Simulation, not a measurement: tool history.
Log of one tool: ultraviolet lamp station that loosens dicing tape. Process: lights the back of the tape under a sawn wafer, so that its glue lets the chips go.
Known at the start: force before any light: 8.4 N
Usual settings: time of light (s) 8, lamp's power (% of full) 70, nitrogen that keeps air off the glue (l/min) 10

run	hour	time of light (s)	lamp's power (% of full)	nitrogen that keeps air off the glue (l/min)	force that peels the tape off (N)	light that reached the tape (mJ/cm2)
1	0.0	8	70	10	1.075	261
2	19.1	8	70	10	1.069	260
3	49.6	8	67	10	1.204	248
4	81.2	8	67	10	1.213	240
5	104.6	8	70	12	1.048	254
6	133.6	8	70	12	1.094	251
7	167.1	8	70	12	1.065	249
8	204.2	8	70	12	1.091	250
9	241.7	8	70	10	1.218	243
# hour 256.7: window cleaned of glue's vapour
10	276.3	8	70	10	1.035	268
11	311.3	8	70	10	1.087	263
12	327.5	12	70	10	0.489	396
13	360.9	12	73	10	0.457	405
14	379.3	12	73	8	0.508	409
15	414.7	12	73	8	0.522	403
16	451.4	12	73	8	0.533	397
17	472.4	12	73	8	0.530	395
18	499.7	12	73	8	0.557	392
19	526.3	12	73	8	0.537	389
20	560.8	6	73	8	1.862	192
21	590.2	5	99	4	2.055	220
22	622.1	10	70	18	0.687	304
23	639.4	10	70	18	0.708	303
24	656.7	10	70	18	0.690	300
25	689.9	11	91	18	0.389	422
26	721.1	11	91	18	0.391	425
27	737.3	11	84	8	0.554	389
28	765.8	5	98	13	1.564	204
29	786.0	5	80	7	2.381	165
30	823.3	9	70	4	1.488	257
31	849.7	11	81	20	0.479	359
32	872.0	11	81	20	0.503	362
33	893.7	9	64	10	1.355	229
34	912.1	9	64	10	1.386	232
35	945.8	6	70	10	2.143	165
36	961.9	8	92	17	0.772	285
37	988.7	4	70	10	3.307	111
38	1013.3	11	81	10	0.640	346
39	1032.1	15	70	10	0.470	407
40	1053.3	15	70	10	0.492	402

Forecast each of these 3 alternatives for the next run:
A	1083.2	4	70	18	?	?
B	1083.2	13	89	16	?	?
C	1083.2	7	70	10	?	?

run	force that peels the tape off (N)	light that reached the tape (mJ/cm2)
A	3.133	106
B	0.360	435
C	1.892	187
Without the tool's hidden state the same runs would have given:
run	force that peels the tape off (N)	light that reached the tape (mJ/cm2)
A	1.771	172
B	0.242	707
C	0.842	303
